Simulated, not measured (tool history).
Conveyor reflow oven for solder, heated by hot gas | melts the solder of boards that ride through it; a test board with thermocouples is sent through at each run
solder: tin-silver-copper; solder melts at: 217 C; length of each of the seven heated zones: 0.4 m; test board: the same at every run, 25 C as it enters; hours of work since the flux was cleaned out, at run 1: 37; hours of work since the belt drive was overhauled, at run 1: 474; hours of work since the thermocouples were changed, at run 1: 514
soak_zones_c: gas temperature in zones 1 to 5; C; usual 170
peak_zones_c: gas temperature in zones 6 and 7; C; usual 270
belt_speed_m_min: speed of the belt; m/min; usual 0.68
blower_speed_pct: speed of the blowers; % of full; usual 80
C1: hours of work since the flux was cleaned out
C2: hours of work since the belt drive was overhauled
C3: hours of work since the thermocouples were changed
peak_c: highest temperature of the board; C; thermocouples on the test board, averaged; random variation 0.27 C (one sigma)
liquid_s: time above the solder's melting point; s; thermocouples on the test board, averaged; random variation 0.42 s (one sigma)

Run 1, hour 0: usual settings; C1 37; C2 474; C3 514. Result: peak_c 254.5 C, liquid_s 53.8 s.
At hour 36.6: thermocouples of zones 6 and 7 changed.
Run 2, hour 48.2: usual settings; C1 63; C2 500; C3 7. Result: peak_c 255.2 C, liquid_s 55.3 s.
Run 3, hour 86: usual settings; C1 84; C2 522; C3 28. Result: peak_c 254.8 C, liquid_s 54.9 s.
Run 4, hour 108.5: usual settings but belt_speed_m_min 0.634 m/min; C1 97; C2 534; C3 41. Result: peak_c 257 C, liquid_s 60.6 s.
Run 5, hour 139: usual settings but belt_speed_m_min 0.634 m/min; C1 114; C2 552; C3 58. Result: peak_c 257.2 C, liquid_s 59.7 s.
Run 6, hour 166.2: usual settings but belt_speed_m_min 0.634 m/min; C1 130; C2 567; C3 73. Result: peak_c 256.8 C, liquid_s 60.3 s.
Run 7, hour 211.8: usual settings but belt_speed_m_min 0.634 m/min; C1 156; C2 593; C3 99. Result: peak_c 256.7 C, liquid_s 59.1 s.
At hour 230.6: flux residue cleaned out of gas plates and filters.
Run 8, hour 235.9: usual settings but belt_speed_m_min 0.634 m/min; C1 3; C2 604; C3 110. Result: peak_c 257.2 C, liquid_s 60.8 s.
Run 9, hour 282.6: usual settings but belt_speed_m_min 0.634 m/min; C1 29; C2 630; C3 136. Result: peak_c 257.1 C, liquid_s 60.7 s.
Run 10, hour 319.9: usual settings but blower_speed_pct 86 % of full; C1 50; C2 651; C3 157. Result: peak_c 255.9 C, liquid_s 55.1 s.
Run 11, hour 352.9: usual settings but blower_speed_pct 86 % of full; C1 69; C2 670; C3 176. Result: peak_c 256.2 C, liquid_s 55.7 s.
Run 12, hour 385.9: usual settings but peak_zones_c 277 C; C1 88; C2 689; C3 195. Result: peak_c 261.3 C, liquid_s 57.5 s.
Run 13, hour 421.8: usual settings but peak_zones_c 277 C; C1 108; C2 709; C3 215. Result: peak_c 261.1 C, liquid_s 58.3 s.
Run 14, hour 440.9: usual settings; C1 119; C2 720; C3 226. Result: peak_c 254.7 C, liquid_s 54.4 s.
Run 15, hour 464.9: usual settings but peak_zones_c 274 C, belt_speed_m_min 0.596 m/min; C1 132; C2 733; C3 239. Result: peak_c 261.8 C, liquid_s 67.6 s.

Run 16 comes next. What will it give?
Run 16, hour 510.6: usual settings but soak_zones_c 167 C, peak_zones_c 267 C, belt_speed_m_min 0.811 m/min, blower_speed_pct 90 % of full; C1 158; C2 759; C3 265. Result: peak_c ?, liquid_s ?.

Run 16 gave peak_c 246.9 C, liquid_s 39.4 s.
Without the tool's hidden state the same run would have given peak_c 248.2 C, liquid_s 39.5 s.
